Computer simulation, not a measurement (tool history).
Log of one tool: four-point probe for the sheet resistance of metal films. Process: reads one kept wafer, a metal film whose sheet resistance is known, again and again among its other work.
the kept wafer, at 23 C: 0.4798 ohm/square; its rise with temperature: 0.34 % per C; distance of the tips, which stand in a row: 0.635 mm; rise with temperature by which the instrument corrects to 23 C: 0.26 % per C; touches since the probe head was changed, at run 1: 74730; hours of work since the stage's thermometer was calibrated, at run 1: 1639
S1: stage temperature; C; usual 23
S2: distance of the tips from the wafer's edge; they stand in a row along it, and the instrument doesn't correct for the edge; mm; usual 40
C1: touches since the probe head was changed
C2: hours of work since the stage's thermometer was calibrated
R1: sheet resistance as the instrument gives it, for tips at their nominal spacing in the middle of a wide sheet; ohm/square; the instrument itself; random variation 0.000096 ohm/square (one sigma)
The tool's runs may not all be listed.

Run 1, day 0: usual settings; C1 74730; C2 1639. Result: R1 0.483088 ohm/square.
Run 2, day 2.788: usual settings; C1 76309; C2 1674. Result: R1 0.482964 ohm/square.
Run 3, day 7.025: usual settings; C1 78706; C2 1726. Result: R1 0.483303 ohm/square.
Run 4, day 10.279: usual settings but S1 25 C; C1 80547; C2 1767. Result: R1 0.483997 ohm/square.
Run 5, day 13.917: usual settings but S1 25 C; C1 82605; C2 1812. Result: R1 0.484505 ohm/square.
Run 6, day 17.717: usual settings but S1 25 C, S2 14 mm; C1 84756; C2 1859. Result: R1 0.485058 ohm/square.
Run 7, day 21.1: usual settings but S1 25 C, S2 14 mm; C1 86669; C2 1901. Result: R1 0.485175 ohm/square.
Run 8, day 24.362: usual settings but S1 25 C, S2 14 mm; C1 88516; C2 1942. Result: R1 0.485362 ohm/square.
Run 9, day 26.467: usual settings but S1 28 C; C1 89708; C2 1968. Result: R1 0.485911 ohm/square.
Run 10, day 28.546: usual settings but S2 13 mm; C1 90885; C2 1994. Result: R1 0.484783 ohm/square.
Run 11, day 31.721: usual settings but S2 13 mm; C1 92680; C2 2033. Result: R1 0.485022 ohm/square.
Run 12, day 34.975: usual settings but S1 24 C; C1 94521; C2 2073. Result: R1 0.484885 ohm/square.
Run 13, day 38.412: usual settings but S1 24 C; C1 96468; C2 2116. Result: R1 0.484975 ohm/square.
Run 14, day 40.688: usual settings but S1 24 C; C1 97754; C2 2144. Result: R1 0.48524 ohm/square.
Run 15, day 44.758: usual settings but S1 24 C; C1 100057; C2 2195. Result: R1 0.485262 ohm/square.
Run 16, day 48.183: usual settings; C1 101995; C2 2237. Result: R1 0.48508 ohm/square.
Run 17, day 51.283: usual settings; C1 103750; C2 2276. Result: R1 0.485138 ohm/square.
Run 18, day 55.412: usual settings; C1 106088; C2 2327. Result: R1 0.485371 ohm/square.
At day 58.688: new probe head fitted.
Run 19, day 58.688: usual settings but S1 21 C, S2 10 mm; C1 0; C2 2367. Result: R1 0.481505 ohm/square.
Run 20, day 60.917: usual settings but S1 25 C, S2 12 mm; C1 1260; C2 2395. Result: R1 0.482733 ohm/square.
At day 62.133: stage's thermometer calibrated.
Run 21, day 63.608: usual settings but S1 25 C, S2 12 mm; C1 2773; C2 18. Result: R1 0.481938 ohm/square.
Run 22, day 65.675: usual settings but S1 25 C, S2 12 mm; C1 3941; C2 44. Result: R1 0.482284 ohm/square.
Run 23, day 68.017: usual settings but S1 32 C, S2 12 mm; C1 5268; C2 73. Result: R1 0.484444 ohm/square.
Run 24, day 70.504: usual settings but S1 22 C, S2 23 mm; C1 6675; C2 104. Result: R1 0.48088 ohm/square.
Run 25, day 74.596: usual settings but S1 19 C, S2 8 mm; C1 8991; C2 155. Result: R1 0.481266 ohm/square.

Forecast run 26:
Run 26, day 76.738: usual settings but S1 19 C, S2 8 mm; C1 10202; C2 181. Result: R1 ?.

Run 26 gave R1 0.481331 ohm/square.
Without the tool's hidden state the same run would have given R1 0.479983 ohm/square.
